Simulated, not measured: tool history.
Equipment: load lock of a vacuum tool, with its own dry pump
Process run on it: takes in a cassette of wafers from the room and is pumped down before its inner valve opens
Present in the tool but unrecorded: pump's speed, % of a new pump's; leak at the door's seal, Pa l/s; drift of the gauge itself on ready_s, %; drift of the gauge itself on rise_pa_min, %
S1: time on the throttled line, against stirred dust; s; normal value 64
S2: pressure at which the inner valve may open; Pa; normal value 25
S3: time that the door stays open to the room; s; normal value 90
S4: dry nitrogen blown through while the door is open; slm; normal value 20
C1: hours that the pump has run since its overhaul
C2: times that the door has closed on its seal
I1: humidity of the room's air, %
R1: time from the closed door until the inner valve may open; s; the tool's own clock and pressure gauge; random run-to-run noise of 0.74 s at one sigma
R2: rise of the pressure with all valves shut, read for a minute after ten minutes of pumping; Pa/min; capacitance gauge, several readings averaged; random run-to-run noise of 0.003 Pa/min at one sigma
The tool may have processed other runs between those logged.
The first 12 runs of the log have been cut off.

run 13 day=49.588 | S1=64 S2=25 S3=90 S4=20 | C1=4550 C2=2024 | I1=42.8 | R1=112.8 R2=0.042
run 14 day=55.804 | S1=64 S2=25 S3=90 S4=20 | C1=4699 C2=2266 | I1=42.4 | R1=113.8 R2=0.041
run 15 day=61.758 | S1=64 S2=25 S3=90 S4=20 | C1=4842 C2=2499 | I1=43.0 | R1=113.8 R2=0.040
run 16 day=68.167 | S1=64 S2=25 S3=90 S4=20 | C1=4996 C2=2749 | I1=42.3 | R1=112.9 R2=0.035
run 17 day=73.946 | S1=78 S2=25 S3=90 S4=20 | C1=5135 C2=2974 | I1=43.0 | R1=123.6 R2=0.038
run 18 day=76.896 | S1=91 S2=25 S3=90 S4=20 | C1=5206 C2=3089 | I1=45.3 | R1=131.9 R2=0.040
run 19 day=80.471 | S1=91 S2=31 S3=90 S4=20 | C1=5291 C2=3229 | I1=43.8 | R1=130.8 R2=0.041
run 20 day=85.096 | S1=91 S2=31 S3=90 S4=20 | C1=5402 C2=3410 | I1=46.3 | R1=130.9 R2=0.039
run 21 day=90.012 | S1=64 S2=32 S3=67 S4=9 | C1=5520 C2=3602 | I1=44.4 | R1=111.1 R2=0.047
run 22 day=94.146 | S1=64 S2=24 S3=67 S4=5 | C1=5620 C2=3763 | I1=44.9 | R1=113.4 R2=0.049
run 23 day=97.300 | S1=64 S2=24 S3=67 S4=5 | C1=5695 C2=3886 | I1=43.8 | R1=112.9 R2=0.049
run 24 day=100.392 | S1=53 S2=25 S3=102 S4=22 | C1=5770 C2=4007 | I1=44.2 | R1=106.0 R2=0.037
run 25 day=106.788 | S1=53 S2=25 S3=102 S4=22 | C1=5923 C2=4256 | I1=45.6 | R1=104.7 R2=0.043
run 26 day=112.838 | S1=53 S2=20 S3=102 S4=6 | C1=6068 C2=4492 | I1=42.6 | R1=107.0 R2=0.055
run 27 day=118.321 | S1=62 S2=20 S3=27 S4=9 | C1=6200 C2=4707 | I1=46.2 | R1=113.2 R2=0.029
run 28 day=123.525 | S1=64 S2=19 S3=90 S4=18 | C1=6325 C2=4910 | I1=45.0 | R1=117.2 R2=0.039
run 29 day=126.575 | S1=64 S2=38 S3=90 S4=19 | C1=6398 C2=5029 | I1=44.5 | R1=111.5 R2=0.045
run 30 day=132.842 | S1=47 S2=18 S3=90 S4=22 | C1=6548 C2=5273 | I1=41.1 | R1=104.7 R2=0.038
run 31 day=135.654 | S1=82 S2=33 S3=32 S4=31 | C1=6616 C2=5383 | I1=46.1 | R1=124.0 R2=0.023
run 32 day=140.992 | S1=34 S2=44 S3=221 S4=5 | C1=6744 C2=5591 | I1=45.5 | R1=86.4 R2=0.080
run 33 day=146.138 | S1=97 S2=34 S3=80 S4=34 | C1=6867 C2=5792 | I1=44.8 | R1=136.6 R2=0.033
run 34 day=152.162 | S1=97 S2=34 S3=80 S4=34 | C1=7012 C2=6027 | I1=43.8 | R1=135.2 R2=0.031
run 35 day=157.342 | S1=34 S2=41 S3=80 S4=8 | C1=7136 C2=6230 | I1=45.3 | R1=87.7 R2=0.044
run 36 day=162.838 | S1=60 S2=47 S3=46 S4=7 | C1=7268 C2=6444 | I1=44.7 | R1=105.5 R2=0.048

Consider 4 possible next runs. They are alternatives, not a sequence: every one starts from the tool as it was left by run 36. What does each give?
run A day=168.288 | S1=32 S2=25 S3=90 S4=28 | C1=7399 C2=6657 | I1=46.7 | R1=? R2=?
run B day=168.288 | S1=62 S2=47 S3=95 S4=7 | C1=7399 C2=6657 | I1=46.8 | R1=? R2=?
run C day=168.288 | S1=103 S2=25 S3=109 S4=20 | C1=7399 C2=6657 | I1=43.4 | R1=? R2=?
run D day=168.288 | S1=64 S2=25 S3=35 S4=20 | C1=7399 C2=6657 | I1=43.7 | R1=? R2=?

run=A R1=90.1 R2=0.036
run=B R1=107.5 R2=0.052
run=C R1=141.3 R2=0.041
run=D R1=112.3 R2=0.025
Without the tool's unlogged condition, the same runs would have read:
run=A R1=90.0 R2=0.036
run=B R1=107.5 R2=0.052
run=C R1=141.2 R2=0.041
run=D R1=112.2 R2=0.025
